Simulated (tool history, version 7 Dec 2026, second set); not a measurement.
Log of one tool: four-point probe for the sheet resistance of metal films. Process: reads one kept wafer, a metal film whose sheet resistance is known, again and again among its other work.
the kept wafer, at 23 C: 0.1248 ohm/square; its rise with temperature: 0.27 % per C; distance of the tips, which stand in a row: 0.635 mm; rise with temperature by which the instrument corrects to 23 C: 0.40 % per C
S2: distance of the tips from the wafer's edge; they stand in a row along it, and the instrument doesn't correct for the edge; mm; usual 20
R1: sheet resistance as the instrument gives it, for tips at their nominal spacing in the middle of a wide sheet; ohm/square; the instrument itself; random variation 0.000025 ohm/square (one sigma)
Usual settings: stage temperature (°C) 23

{"run": 1, "hour": 0.0, "stage temperature (°C)": 23, "S2": 20, "R1": 0.123717}
{"run": 2, "hour": 48.5, "stage temperature (°C)": 23, "S2": 20, "R1": 0.123686}
{"run": 3, "hour": 131.4, "stage temperature (°C)": 25, "S2": 20, "R1": 0.123395}
{"run": 4, "hour": 234.6, "stage temperature (°C)": 25, "S2": 20, "R1": 0.123377}
{"run": 5, "hour": 336.5, "stage temperature (°C)": 25, "S2": 34, "R1": 0.123286}
{"run": 6, "hour": 421.7, "stage temperature (°C)": 32, "S2": 20, "R1": 0.122247}
{"run": 7, "hour": 512.9, "stage temperature (°C)": 32, "S2": 20, "R1": 0.12224}
{"run": 8, "hour": 565.3, "stage temperature (°C)": 32, "S2": 20, "R1": 0.122213}
{"run": 9, "hour": 616.0, "stage temperature (°C)": 23, "S2": 11, "R1": 0.123705}
{"hour": 671.5, "done": "stage's thermometer calibrated"}
{"run": 10, "hour": 715.8, "stage temperature (°C)": 23, "S2": 20, "R1": 0.123671}
{"run": 11, "hour": 812.6, "stage temperature (°C)": 23, "S2": 20, "R1": 0.123646}
{"run": 12, "hour": 920.2, "stage temperature (°C)": 23, "S2": 20, "R1": 0.123596}
{"run": 13, "hour": 972.3, "stage temperature (°C)": 23, "S2": 20, "R1": 0.123622}
{"run": 14, "hour": 1030.3, "stage temperature (°C)": 24, "S2": 20, "R1": 0.123441}
{"run": 15, "hour": 1105.0, "stage temperature (°C)": 23, "S2": 20, "R1": 0.123569}
{"run": 16, "hour": 1164.2, "stage temperature (°C)": 23, "S2": 20, "R1": 0.123566}
{"run": 17, "hour": 1260.5, "stage temperature (°C)": 23, "S2": 31, "R1": 0.123463}
{"hour": 1300.1, "done": "stage's thermometer calibrated, once more"}
{"run": 18, "hour": 1350.2, "stage temperature (°C)": 23, "S2": 31, "R1": 0.123269}
{"run": 19, "hour": 1403.3, "stage temperature (°C)": 20, "S2": 20, "R1": 0.123702}
{"run": 20, "hour": 1451.6, "stage temperature (°C)": 31, "S2": 20, "R1": 0.122022}
{"run": 21, "hour": 1549.5, "stage temperature (°C)": 23, "S2": 20, "R1": 0.123209}
{"run": 22, "hour": 1629.0, "stage temperature (°C)": 23, "S2": 20, "R1": 0.12321}
{"run": 23, "hour": 1709.4, "stage temperature (°C)": 31, "S2": 4, "R1": 0.123482}
{"run": 24, "hour": 1819.0, "stage temperature (°C)": 31, "S2": 4, "R1": 0.123519}
{"run": 25, "hour": 1883.5, "stage temperature (°C)": 23, "S2": 7, "R1": 0.123585}
{"run": 26, "hour": 1959.9, "stage temperature (°C)": 25, "S2": 9, "R1": 0.123073}
{"run": 27, "hour": 2028.6, "stage temperature (°C)": 25, "S2": 5, "R1": 0.123804}
{"run": 28, "hour": 2140.5, "stage temperature (°C)": 34, "S2": 5, "R1": 0.122445}
{"run": 29, "hour": 2220.5, "stage temperature (°C)": 20, "S2": 25, "R1": 0.123563}
{"run": 30, "hour": 2301.6, "stage temperature (°C)": 20, "S2": 25, "R1": 0.123506}
{"run": 31, "hour": 2355.8, "stage temperature (°C)": 23, "S2": 5, "R1": 0.12406}
{"run": 32, "hour": 2411.3, "stage temperature (°C)": 26, "S2": 19, "R1": 0.12262}
{"run": 33, "hour": 2508.7, "stage temperature (°C)": 26, "S2": 19, "R1": 0.122564}
{"run": 34, "hour": 2597.5, "stage temperature (°C)": 26, "S2": 3, "R1": 0.125371}
{"run": 35, "hour": 2667.4, "stage temperature (°C)": 26, "S2": 3, "R1": 0.12542}
{"run": 36, "hour": 2766.0, "stage temperature (°C)": 26, "S2": 3, "R1": 0.125286}
{"run": 37, "hour": 2847.2, "stage temperature (°C)": 22, "S2": 18, "R1": 0.123093}
{"run": 38, "hour": 2948.5, "stage temperature (°C)": 24, "S2": 20, "R1": 0.122773}
{"run": 39, "hour": 3010.2, "stage temperature (°C)": 19, "S2": 16, "R1": 0.123586}
{"run": 40, "hour": 3061.0, "stage temperature (°C)": 19, "S2": 16, "R1": 0.123573}
{"run": 41, "hour": 3132.8, "stage temperature (°C)": 25, "S2": 5, "R1": 0.123569}
{"run": 42, "hour": 3222.0, "stage temperature (°C)": 25, "S2": 5, "R1": 0.123528}
{"run": 43, "hour": 3320.7, "stage temperature (°C)": 32, "S2": 24, "R1": 0.121456}
{"run": 44, "hour": 3419.0, "stage temperature (°C)": 21, "S2": 11, "R1": 0.123243}

Forecast each of these 3 alternatives for the next run:
{"run": "A", "hour": 3517.8, "stage temperature (°C)": 28, "S2": 11, "R1": "?"}
{"run": "B", "hour": 3517.8, "stage temperature (°C)": 23, "S2": 23, "R1": "?"}
{"run": "C", "hour": 3517.8, "stage temperature (°C)": 21, "S2": 50, "R1": "?"}

run=A R1=0.122201
run=B R1=0.122821
run=C R1=0.123108
Without the tool's hidden state the same runs would have given:
run=A R1=0.124254
run=B R1=0.124884
run=C R1=0.125175

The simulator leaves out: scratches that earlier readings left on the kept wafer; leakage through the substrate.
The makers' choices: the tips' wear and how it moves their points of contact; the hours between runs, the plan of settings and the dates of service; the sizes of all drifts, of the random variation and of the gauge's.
